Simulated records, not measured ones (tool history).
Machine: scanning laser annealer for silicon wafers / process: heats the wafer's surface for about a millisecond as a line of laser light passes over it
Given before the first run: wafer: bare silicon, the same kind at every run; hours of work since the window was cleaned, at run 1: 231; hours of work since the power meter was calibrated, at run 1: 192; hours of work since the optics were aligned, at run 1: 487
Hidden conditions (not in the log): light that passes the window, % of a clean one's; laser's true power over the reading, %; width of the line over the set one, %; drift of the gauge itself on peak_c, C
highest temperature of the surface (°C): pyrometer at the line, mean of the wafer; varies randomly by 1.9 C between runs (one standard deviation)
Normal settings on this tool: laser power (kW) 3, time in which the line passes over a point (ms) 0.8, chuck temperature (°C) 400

run,hour,laser power (kW),time in which the line passes over a point (ms),chuck temperature (°C),hours of work since the window was cleaned,hours of work since the power meter was calibrated,hours of work since the optics were aligned,highest temperature of the surface (°C)
1,0,3,0.8,400,231,192,487,1101
2,18.1,3.108,0.8,400,243,205,500,1123
3,34.8,3,0.8,379,255,216,512,1076
4,53,3,0.8,379,268,229,524,1076
5,73.5,2.585,0.8,400,282,244,539,985
6,85.7,2.585,0.914,400,291,252,547,1026
7,101.8,2.585,0.605,400,302,264,559,909
8,114.5,2.585,0.605,400,311,272,568,906
9,132.1,2.585,0.605,400,323,285,580,905
10,147.4,3,0.585,400,334,295,591,985
11,164.6,3,0.585,400,346,308,603,987
12,182.9,3,0.642,400,359,320,616,1013
13,192.3,3,0.642,400,366,327,622,1014
14,204.5,2.988,0.655,400,374,336,631,1015
15,219.7,3.008,0.579,410,385,346,641,990
16,238.1,3.165,0.642,371,398,359,654,1022
17,257.8,3.165,0.592,420,412,373,668,1044
18,266.8,2.619,0.949,405,418,379,674,1045
19,278.5,2.574,0.998,412,426,388,683,1061
20,297.5,2.574,0.998,412,440,401,696,1058
21,313.7,3,0.735,376,451,412,707,1029
22,333.3,2.633,0.6,395,465,426,721,902
23,344.9,2.633,0.952,375,473,434,729,1017
24,360.3,2.744,0.768,365,484,445,740,968
25,373.4,2.744,0.768,365,493,454,749,964
26,381.8,2.744,0.768,365,499,460,755,964

Hidden state or all else? Some run-to-run changes of highest temperature of the surface (°C), split into what the settings, what came in and random variation would give without the hidden state, and what is left for the hidden state (with any gauge scatter that isn't in both results):
Run 6 -> 7: time in which the line passes over a point (ms) 0.914 -> 0.605. highest temperature of the surface (°C) -117: hidden state +3, all else -120.
Run 21 -> 22: laser power (kW) 3 -> 2.633, time in which the line passes over a point (ms) 0.735 -> 0.6, chuck temperature (°C) 376 -> 395. highest temperature of the surface (°C) -127: hidden state +6, all else -133.
Run 22 -> 23: time in which the line passes over a point (ms) 0.6 -> 0.952, chuck temperature (°C) 395 -> 375. highest temperature of the surface (°C) +115: hidden state -7, all else +122.
